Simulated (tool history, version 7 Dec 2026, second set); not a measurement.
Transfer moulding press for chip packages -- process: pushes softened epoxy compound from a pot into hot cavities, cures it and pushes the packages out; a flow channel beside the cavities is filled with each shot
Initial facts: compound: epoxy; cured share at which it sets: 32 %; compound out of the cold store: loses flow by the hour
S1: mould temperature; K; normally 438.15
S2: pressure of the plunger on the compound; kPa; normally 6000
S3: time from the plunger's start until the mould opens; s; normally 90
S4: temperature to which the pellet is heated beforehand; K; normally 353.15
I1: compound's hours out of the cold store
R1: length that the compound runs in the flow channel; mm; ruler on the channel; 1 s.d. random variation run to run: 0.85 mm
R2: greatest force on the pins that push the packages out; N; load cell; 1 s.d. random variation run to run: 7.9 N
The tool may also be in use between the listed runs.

| run | day | S1 | S2 | S3 | S4 | I1 | R1 | R2 |
|---|---|---|---|---|---|---|---|---|
| 1 | 0 | 438.15 | 6000 | 90 | 353.15 | 34.5 | 631.2 | 679 |
|  | 0.496 | cavities cleaned with cleaning compound and waxed |
| 2 | 0.496 | 438.15 | 6000 | 90 | 353.15 | 29.5 | 639.8 | 332 |
| 3 | 1.221 | 438.15 | 4580 | 90 | 353.15 | 19 | 578.9 | 494 |
| 4 | 1.879 | 438.15 | 4580 | 90 | 353.15 | 27 | 563 | 553 |
| 5 | 2.246 | 438.15 | 4580 | 90 | 353.15 | 29.9 | 557.1 | 582 |
| 6 | 2.604 | 438.15 | 4580 | 90 | 353.15 | 35.2 | 548 | 601 |
| 7 | 3.1 | 438.15 | 4580 | 90 | 354.15 | 25.9 | 563.5 | 661 |
| 8 | 3.767 | 438.15 | 4580 | 90 | 354.15 | 35.5 | 546.4 | 635 |
|  | 4.221 | cavities cleaned with cleaning compound and waxed |
| 9 | 4.571 | 438.15 | 4580 | 90 | 354.15 | 44.7 | 530.7 | 395 |
| 10 | 5.221 | 438.15 | 6000 | 90 | 353.15 | 43.4 | 608.3 | 527 |
| 11 | 5.946 | 444.15 | 6000 | 90 | 353.15 | 18.4 | 643.2 | 532 |
| 12 | 6.438 | 444.15 | 6000 | 90 | 353.15 | 34.1 | 613.3 | 541 |
| 13 | 7.146 | 444.15 | 6000 | 90 | 353.15 | 26 | 626.2 | 594 |
| 14 | 7.608 | 444.15 | 6000 | 90 | 353.15 | 31.1 | 615.1 | 596 |
|  | 7.946 | cavities cleaned with cleaning compound and waxed |
| 15 | 8.258 | 444.15 | 6000 | 90 | 353.15 | 12.7 | 653.1 | 369 |
| 16 | 8.708 | 444.15 | 6960 | 90 | 357.15 | 38.8 | 646.2 | 445 |
| 17 | 9.104 | 434.15 | 4720 | 90 | 353.15 | 40 | 549.5 | 633 |
| 18 | 9.812 | 443.15 | 5530 | 90 | 353.15 | 10.8 | 629.6 | 527 |
| 19 | 10.183 | 433.15 | 5530 | 74 | 353.15 | 34.1 | 605.4 | 1197 |
| 20 | 10.733 | 433.15 | 5530 | 74 | 353.15 | 36.8 | 599.1 | 1282 |
|  | 11.129 | plunger's sealing rings changed |
| 21 | 11.5 | 433.15 | 5530 | 74 | 353.15 | 17.7 | 653.2 | 1326 |
|  | 11.775 | cavities cleaned with cleaning compound and waxed |
| 22 | 12.3 | 433.15 | 5530 | 74 | 353.15 | 33.8 | 617.3 | 873 |
| 23 | 13.062 | 433.15 | 5530 | 74 | 353.15 | 36.7 | 611.5 | 1066 |
| 24 | 13.642 | 433.15 | 5530 | 125 | 343.15 | 35.4 | 615.9 | 548 |
| 25 | 14.188 | 439.15 | 5680 | 103 | 355.15 | 9.8 | 660.5 | 538 |
| 26 | 14.858 | 439.15 | 5680 | 103 | 355.15 | 19 | 640 | 575 |
| 27 | 15.246 | 438.15 | 6000 | 129 | 350.15 | 35.8 | 626 | 552 |
|  | 15.542 | cavities cleaned with cleaning compound and waxed |
| 28 | 15.917 | 438.15 | 7010 | 129 | 350.15 | 10.9 | 728.8 | 360 |
| 29 | 16.504 | 437.15 | 6210 | 94 | 352.15 | 16.4 | 677.6 | 512 |

Here are 3 independent what-if runs from the current tool condition. What would each one return?
| A | 16.904 | 438.15 | 5540 | 90 | 361.15 | 35.4 | ? | ? |
| B | 16.904 | 431.15 | 7360 | 113 | 353.15 | 14 | ? | ? |
| C | 16.904 | 446.15 | 6000 | 98 | 358.15 | 33.8 | ? | ? |

| run | R1 | R2 |
|---|---|---|
| A | 598.6 | 554 |
| B | 760.7 | 553 |
| C | 612.7 | 471 |
With no hidden state in the tool, these same runs would have given:
| run | R1 | R2 |
|---|---|---|
| A | 607.1 | 332 |
| B | 771.8 | 336 |
| C | 621.2 | 279 |
